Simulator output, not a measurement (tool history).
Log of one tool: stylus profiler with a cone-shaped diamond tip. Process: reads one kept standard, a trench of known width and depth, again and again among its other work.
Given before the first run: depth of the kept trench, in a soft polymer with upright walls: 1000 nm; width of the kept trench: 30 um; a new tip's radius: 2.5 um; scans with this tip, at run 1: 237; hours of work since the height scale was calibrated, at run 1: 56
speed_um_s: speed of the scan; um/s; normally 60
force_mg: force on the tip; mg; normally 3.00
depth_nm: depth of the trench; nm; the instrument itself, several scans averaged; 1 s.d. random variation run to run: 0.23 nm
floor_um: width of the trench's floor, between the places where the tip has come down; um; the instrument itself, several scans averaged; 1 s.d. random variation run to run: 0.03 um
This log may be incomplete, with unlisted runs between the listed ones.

run    hour  speed_um_s  force_mg  scans with this tip  hours of work since the height scale was calibrated  depth_nm  floor_um
  1     0.0          60      3.00                  237                                                   56   1015.19     25.75
  2    77.2         114      3.00                  387                                                   92   1014.77     25.53
  3   155.7         114      3.00                  539                                                  128   1015.12     25.53
  4   268.7          60      8.82                  758                                                  180   1031.24     25.76
  5   355.0          60      1.41                  925                                                  220   1007.90     25.61
  6   413.1          20      3.00                 1038                                                  246   1014.37     25.77
  7   469.7          60      3.00                 1148                                                  273   1014.33     25.69
  8   580.3          60      3.00                 1362                                                  323   1014.06     25.66
  9   654.5          60      3.00                 1506                                                  358   1013.66     25.66
 10   761.2          60      3.00                 1713                                                  407   1013.59     25.70
 11   822.6          60      3.00                 1832                                                  435   1013.39     25.71
 12   908.9          60      3.00                 1999                                                  475   1013.73     25.58
 13   984.8          60      3.00                 2146                                                  510   1012.57     25.59
 14  1060.2          60      3.00                 2292                                                  544   1012.75     25.64
 15  1152.7          45      3.00                 2472                                                  587   1012.63     25.65
 16  1255.3          60      3.00                 2670                                                  634   1011.67     25.60
 17  1370.6          60      3.00                 2894                                                  687   1011.67     25.57
 18  1484.6          30      3.00                 3115                                                  740   1011.46     25.65
 19  1603.9          52      3.00                 3346                                                  795   1011.37     25.53
 20  1703.2          60      1.64                 3539                                                  840   1005.91     25.44
 21  1788.2          60      1.94                 3704                                                  879   1006.71     25.45
 22  1868.9          28      4.31                 3860                                                  917   1015.12     25.64
 23  1954.3          80      8.52                 4026                                                  956   1026.41     25.52
 24  2028.8          80      2.11                 4170                                                  990   1007.08     25.39
 25  2143.0         136      2.66                 4391                                                 1043   1008.81     25.22
 26  2222.2         136      2.66                 4545                                                 1079   1008.31     25.24
     2233.5  -- height scale calibrated on a step standard
 27  2300.5         136      2.66                 4696                                                   31   1004.49     25.16
 28  2416.6         153      5.86                 4921                                                   84   1014.37     25.32
     2451.2  -- height scale calibrated on a step standard, once more
 29  2497.2         153      5.86                 5076                                                   21   1024.31     25.32

The next listed run, before its measurement:
 30  2607.8          42      3.00                 5291                                                   72         ?         ?

Run 30 yielded depth_nm 1015.17 nm, floor_um 25.50 um.
Were there no unlogged condition in the tool, this run, its random variation unchanged, would have produced depth_nm 1016.17 nm, floor_um 25.87 um.
